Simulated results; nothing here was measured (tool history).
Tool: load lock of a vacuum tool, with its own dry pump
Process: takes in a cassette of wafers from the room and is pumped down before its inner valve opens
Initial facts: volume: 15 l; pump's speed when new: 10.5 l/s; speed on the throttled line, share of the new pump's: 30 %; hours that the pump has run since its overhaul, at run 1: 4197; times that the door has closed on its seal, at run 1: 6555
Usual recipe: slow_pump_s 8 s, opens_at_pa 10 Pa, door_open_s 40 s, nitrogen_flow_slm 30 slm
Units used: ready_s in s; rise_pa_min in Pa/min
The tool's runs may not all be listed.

run	hour	slow_pump_s	opens_at_pa	door_open_s	nitrogen_flow_slm	hours that the pump has run since its overhaul	times that the door has closed on its seal	incoming humidity of the room's air, %	ready_s	rise_pa_min
1	0.0	8	10	40	30	4197	6555	43.7	19.4	0.052
2	329.9	8	10	40	30	4526	7015	43.8	19.2	0.051
3	639.4	8	10	40	30	4836	7447	43.8	19.4	0.052
4	992.5	6	10	40	30	5189	7939	44.8	17.9	0.048
5	1287.8	6	10	40	30	5484	8351	43.3	18.1	0.055
6	1611.3	6	10	40	30	5808	8802	45.7	18.2	0.058
7	1959.1	6	10	40	30	6156	9287	40.7	18.3	0.060
8	2234.9	8	18	40	30	6431	9672	43.5	18.9	0.061
9	2433.6	8	18	40	5	6630	9949	45.8	18.4	0.080
10	2647.0	4	18	29	13	6844	10246	48.3	16.0	0.071
11	2979.8	4	18	29	13	7176	10710	44.9	15.8	0.064
12	3275.3	8	12	162	19	7472	11122	43.7	19.2	0.101
13	3574.6	5	9	40	12	7771	11540	48.3	17.8	0.080

Each row is a separate what-if for the run after 13, all from the same tool condition, not one after another. Results?
A	3801.1	8	9	40	27	7998	11856	44.7	?	?
B	3801.1	16	10	32	12	7998	11856	45.8	?	?
C	3801.1	5	19	41	12	7998	11856	44.8	?	?
D	3801.1	7	10	50	9	7998	11856	44.3	?	?

run	ready_s	rise_pa_min
A	19.9	0.070
B	25.5	0.073
C	17.2	0.083
D	18.8	0.086
Had the tool no hidden state, the same runs would have come out as:
run	ready_s	rise_pa_min
A	18.9	0.037
B	24.7	0.040
C	16.2	0.050
D	17.8	0.053
